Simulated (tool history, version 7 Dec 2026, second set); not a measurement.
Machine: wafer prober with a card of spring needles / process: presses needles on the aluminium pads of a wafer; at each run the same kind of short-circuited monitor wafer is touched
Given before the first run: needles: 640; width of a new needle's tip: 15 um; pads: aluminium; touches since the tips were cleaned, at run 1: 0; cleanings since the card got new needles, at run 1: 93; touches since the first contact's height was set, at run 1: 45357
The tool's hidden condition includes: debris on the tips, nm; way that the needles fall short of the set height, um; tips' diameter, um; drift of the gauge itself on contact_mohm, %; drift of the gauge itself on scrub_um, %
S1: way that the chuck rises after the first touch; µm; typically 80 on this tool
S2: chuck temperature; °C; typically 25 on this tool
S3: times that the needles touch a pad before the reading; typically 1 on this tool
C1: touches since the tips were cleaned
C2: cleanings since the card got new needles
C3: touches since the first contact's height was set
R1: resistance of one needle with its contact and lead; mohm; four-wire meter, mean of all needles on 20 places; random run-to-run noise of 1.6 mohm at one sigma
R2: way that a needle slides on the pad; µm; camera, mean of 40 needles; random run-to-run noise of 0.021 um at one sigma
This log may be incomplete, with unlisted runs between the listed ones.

run    hour  S1  S2  S3    C1   C2     C3   R1     R2
  1       0  80  25   1     0   93  45357  156  21.01
          9  -- tips cleaned on abrasive film
       20.3  -- tips cleaned on abrasive film
       31.6  -- tips cleaned on abrasive film
       40.6  -- tips cleaned on abrasive film
       49.6  -- tips cleaned on abrasive film
       52.2  -- height of the first contact set anew
       61.2  -- tips cleaned on abrasive film
       72.5  -- tips cleaned on abrasive film
  2    72.6  80  25   2   115  100  14197  157  21.04
       81.7  -- tips cleaned on abrasive film
       92.9  -- tips cleaned on abrasive film
        102  -- tips cleaned on abrasive film
      113.2  -- tips cleaned on abrasive film
  3   116.7  80  25   2  2427  104  44787  172  21.01
      123.5  -- tips cleaned on abrasive film
      134.8  -- tips cleaned on abrasive film
      143.8  -- tips cleaned on abrasive film
      155.1  -- tips cleaned on abrasive film
  4   159.6  80  25   2  3203  108  74588  182  20.93
      164.2  -- tips cleaned on abrasive film
        169  -- height of the first contact set anew
      175.8  -- tips cleaned on abrasive film
      184.8  -- tips cleaned on abrasive film
      196.1  -- tips cleaned on abrasive film
      205.1  -- tips cleaned on abrasive film
      216.4  -- tips cleaned on abrasive film
      227.6  -- tips cleaned on abrasive film
      236.7  -- tips cleaned on abrasive film
  5   240.7  80  25   3  2859  116  49796  165     21
      247.5  -- tips cleaned on abrasive film
      256.6  -- tips cleaned on abrasive film
      267.8  -- tips cleaned on abrasive film
      279.1  -- tips cleaned on abrasive film
  6   279.5  80  25   3   294  120  76688  155  20.94
      286.5  -- height of the first contact set anew
      288.9  -- tips cleaned on abrasive film
      300.1  -- tips cleaned on abrasive film
      311.4  -- tips cleaned on abrasive film
      322.6  -- tips cleaned on abrasive film
      331.7  -- tips cleaned on abrasive film
      342.9  -- tips cleaned on abrasive film
      354.2  -- tips cleaned on abrasive film
  7   360.9  80  25   2  4658  127  51596  188  21.01
      365.4  -- tips cleaned on abrasive film
      374.5  -- tips cleaned on abrasive film
      385.7  -- tips cleaned on abrasive film
      394.8  -- tips cleaned on abrasive film
        404  -- height of the first contact set anew
      406.3  -- tips cleaned on abrasive film
  8   407.3  80  25   2   661  132   2226  163  21.08
      416.3  -- tips cleaned on abrasive film
      425.3  -- tips cleaned on abrasive film
      436.6  -- tips cleaned on abrasive film
      447.9  -- tips cleaned on abrasive film
      459.1  -- tips cleaned on abrasive film
      470.4  -- tips cleaned on abrasive film
  9   471.9  80  25   2  1064  138  47100  168  21.01
      480.9  -- tips cleaned on abrasive film
      492.2  -- tips cleaned on abrasive film
      503.5  -- tips cleaned on abrasive film
      512.5  -- tips cleaned on abrasive film
      521.7  -- height of the first contact set anew
      524.1  -- tips cleaned on abrasive film
      533.1  -- tips cleaned on abrasive film
      544.4  -- tips cleaned on abrasive film
 10   548.5  80  25   2  2912  145  18558  181  21.08
      555.3  -- tips cleaned on abrasive film
      566.6  -- tips cleaned on abrasive film
      577.9  -- tips cleaned on abrasive film
      589.1  -- tips cleaned on abrasive film
      600.4  -- tips cleaned on abrasive film
      611.5  -- tips cleaned on abrasive film
 11   611.5  80  25   2     0  151  62229  155  20.98
      620.5  -- tips cleaned on abrasive film
      631.8  -- tips cleaned on abrasive film
      638.8  -- height of the first contact set anew
      643.3  -- tips cleaned on abrasive film
      652.4  -- tips cleaned on abrasive film
      663.6  -- tips cleaned on abrasive film
 12   670.5  80  25   2  4827  156  22037  196  21.04
      672.9  -- tips cleaned on abrasive film
      684.1  -- tips cleaned on abrasive film
      695.4  -- tips cleaned on abrasive film
      706.7  -- tips cleaned on abrasive film
 13   711.6  61  25   2  3492  160  50567  211  15.98
      716.2  -- tips cleaned on abrasive film
      727.5  -- tips cleaned on abrasive film
      738.7  -- tips cleaned on abrasive film
        750  -- tips cleaned on abrasive film
        757  -- height of the first contact set anew
 14   757.2  70  57   2  4823  164    129  216  18.47
      759.5  -- tips cleaned on abrasive film
      768.6  -- tips cleaned on abrasive film
      779.8  -- tips cleaned on abrasive film
      791.1  -- tips cleaned on abrasive film
      802.4  -- tips cleaned on abrasive film
      813.6  -- tips cleaned on abrasive film
 15   814.9  97  48   3   871  170  40115  159  25.48
      823.9  -- tips cleaned on abrasive film
      835.2  -- tips cleaned on abrasive film
      844.2  -- tips cleaned on abrasive film
      855.5  -- tips cleaned on abrasive film
      866.7  -- tips cleaned on abrasive film
 16   867.2  79  65   3   328  175  76429  165  20.72
      874.2  -- height of the first contact set anew
      876.5  -- tips cleaned on abrasive film
      885.6  -- tips cleaned on abrasive film
      896.8  -- tips cleaned on abrasive film
      905.9  -- tips cleaned on abrasive film
      917.1  -- tips cleaned on abrasive film
 17   917.3  79  65   3    99  180  29826  164  20.74
      926.3  -- tips cleaned on abrasive film
      937.6  -- tips cleaned on abrasive film
      948.8  -- tips cleaned on abrasive film
      960.1  -- tips cleaned on abrasive film
 18   964.5  79  65   3  3052  184  62604  177  20.72
      971.3  -- tips cleaned on abrasive film
      982.5  -- tips cleaned on abrasive film
      991.6  -- tips cleaned on abrasive film
      991.9  -- height of the first contact set anew
     1003.1  -- tips cleaned on abrasive film
 19    1010  89  65   3  4811  188  12633  179  23.47
     1012.3  -- tips cleaned on abrasive film
     1023.6  -- tips cleaned on abrasive film
     1034.8  -- tips cleaned on abrasive film
     1046.1  -- tips cleaned on abrasive film
 20  1049.7  80  42   2  2498  192  40153  186  20.99
     1056.5  -- tips cleaned on abrasive film
     1067.7  -- tips cleaned on abrasive film
       1079  -- tips cleaned on abrasive film
     1090.3  -- tips cleaned on abrasive film
 21  1094.1  80  42   2  2661  196  70976  183     21
     1100.9  -- tips cleaned on abrasive film
     1110.1  -- height of the first contact set anew
     1112.4  -- tips cleaned on abrasive film
     1123.7  -- tips cleaned on abrasive film
     1132.7  -- tips cleaned on abrasive film
       1144  -- tips cleaned on abrasive film
 22  1146.3  80  29   2  1647  201  25116  173  21.05
     1153.1  -- tips cleaned on abrasive film
     1164.4  -- tips cleaned on abrasive film
     1175.7  -- tips cleaned on abrasive film
     1186.9  -- tips cleaned on abrasive film
     1198.2  -- tips cleaned on abrasive film
 23  1202.8  80  29   2  3229  206  64325  192  20.97
     1207.4  -- tips cleaned on abrasive film
     1218.6  -- tips cleaned on abrasive film
     1227.9  -- height of the first contact set anew
     1230.2  -- tips cleaned on abrasive film
     1241.5  -- tips cleaned on abrasive film
 24  1248.3  80  29   2  4774  210  14162  203  21.07

Forecast each of these 3 alternatives for the next run:
     1250.6  -- tips cleaned on abrasive film
     1261.9  -- tips cleaned on abrasive film
     1273.1  -- tips cleaned on abrasive film
     1284.4  -- tips cleaned on abrasive film
     1294.1  -- tips cleaned on abrasive film
  A  1294.1  91  42   2   0  215  45892   ?   ?
     1250.6  -- tips cleaned on abrasive film
     1261.9  -- tips cleaned on abrasive film
     1273.1  -- tips cleaned on abrasive film
     1284.4  -- tips cleaned on abrasive film
     1294.1  -- tips cleaned on abrasive film
  B  1294.1  60  25   1   0  215  45892   ?   ?
     1250.6  -- tips cleaned on abrasive film
     1261.9  -- tips cleaned on abrasive film
     1273.1  -- tips cleaned on abrasive film
     1284.4  -- tips cleaned on abrasive film
     1294.1  -- tips cleaned on abrasive film
  C  1294.1  77  35   1   0  215  45892   ?   ?

run   R1     R2
  A  157  23.91
  B  166  15.75
  C  157  20.18
With no hidden state in the tool, these same runs would have given:
run   R1     R2
  A  152  24.02
  B  154  15.86
  C  149  20.29
